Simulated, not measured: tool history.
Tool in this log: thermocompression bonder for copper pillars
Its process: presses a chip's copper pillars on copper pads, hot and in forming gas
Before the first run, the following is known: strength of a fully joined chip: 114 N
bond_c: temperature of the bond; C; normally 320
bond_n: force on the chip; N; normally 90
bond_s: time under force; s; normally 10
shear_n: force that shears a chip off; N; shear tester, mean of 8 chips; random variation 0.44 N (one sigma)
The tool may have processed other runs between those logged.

run 1 hour=0 | bond_c=320 bond_n=90 bond_s=10 | shear_n=65.1
run 2 hour=24.2 | bond_c=320 bond_n=90 bond_s=10 | shear_n=65.8
run 3 hour=45.7 | bond_c=318 bond_n=90 bond_s=10 | shear_n=64.5
run 4 hour=64.3 | bond_c=318 bond_n=90 bond_s=10 | shear_n=64.9
run 5 hour=83.1 | bond_c=318 bond_n=90 bond_s=10 | shear_n=64.5
run 6 hour=99.5 | bond_c=318 bond_n=90 bond_s=10 | shear_n=65.9
run 7 hour=131.1 | bond_c=320 bond_n=90 bond_s=10 | shear_n=65.8
run 8 hour=153.2 | bond_c=320 bond_n=90 bond_s=10 | shear_n=65.1
run 9 hour=184.4 | bond_c=320 bond_n=66 bond_s=10 | shear_n=50.3
run 10 hour=204.9 | bond_c=320 bond_n=66 bond_s=10 | shear_n=51.2
run 11 hour=224.1 | bond_c=320 bond_n=66 bond_s=10 | shear_n=51.4
run 12 hour=241.8 | bond_c=320 bond_n=66 bond_s=10 | shear_n=51
run 13 hour=272.9 | bond_c=320 bond_n=66 bond_s=10 | shear_n=51.6
run 14 hour=298.9 | bond_c=293 bond_n=90 bond_s=10 | shear_n=52.1
run 15 hour=322 | bond_c=320 bond_n=90 bond_s=10 | shear_n=66.3
run 16 hour=343.6 | bond_c=320 bond_n=90 bond_s=10 | shear_n=64.8
run 17 hour=361.9 | bond_c=320 bond_n=90 bond_s=10 | shear_n=65.8
run 18 hour=382.3 | bond_c=320 bond_n=90 bond_s=10 | shear_n=66
run 19 hour=413.4 | bond_c=320 bond_n=90 bond_s=10 | shear_n=65.6
run 20 hour=438.4 | bond_c=320 bond_n=90 bond_s=10 | shear_n=65.1
run 21 hour=464.8 | bond_c=320 bond_n=71 bond_s=10 | shear_n=54.9
run 22 hour=483.1 | bond_c=320 bond_n=71 bond_s=10 | shear_n=53.9
run 23 hour=515 | bond_c=334 bond_n=90 bond_s=6 | shear_n=62.3
run 24 hour=530 | bond_c=320 bond_n=84 bond_s=10 | shear_n=61.5
run 25 hour=544.7 | bond_c=320 bond_n=84 bond_s=10 | shear_n=62.7
run 26 hour=574 | bond_c=306 bond_n=90 bond_s=6 | shear_n=49.3
run 27 hour=601.9 | bond_c=348 bond_n=90 bond_s=6 | shear_n=67.8
run 28 hour=620.3 | bond_c=313 bond_n=65 bond_s=12 | shear_n=50.4
run 29 hour=638.8 | bond_c=329 bond_n=128 bond_s=10 | shear_n=87.8
run 30 hour=661.5 | bond_c=329 bond_n=128 bond_s=10 | shear_n=87
run 31 hour=687.4 | bond_c=329 bond_n=128 bond_s=10 | shear_n=87
run 32 hour=717.9 | bond_c=329 bond_n=128 bond_s=10 | shear_n=87.4
run 33 hour=744.7 | bond_c=303 bond_n=90 bond_s=5 | shear_n=44.3
run 34 hour=766.5 | bond_c=302 bond_n=90 bond_s=14 | shear_n=64.3
run 35 hour=787.7 | bond_c=326 bond_n=70 bond_s=11 | shear_n=58
run 36 hour=810.1 | bond_c=326 bond_n=70 bond_s=9 | shear_n=53.6
run 37 hour=828 | bond_c=320 bond_n=62 bond_s=24 | shear_n=64.5
run 38 hour=847.6 | bond_c=311 bond_n=90 bond_s=24 | shear_n=80.3
run 39 hour=864.7 | bond_c=340 bond_n=132 bond_s=10 | shear_n=93.2

Withheld: 1 entry from between the runs. Position of each, and hidden state at the listed run before versus the listed run after:
Runs 26 to 27: forming gas filter changed (hour 592.9)
  oxide that the forming gas leaves, % of the face: 0.66 -> 0.5
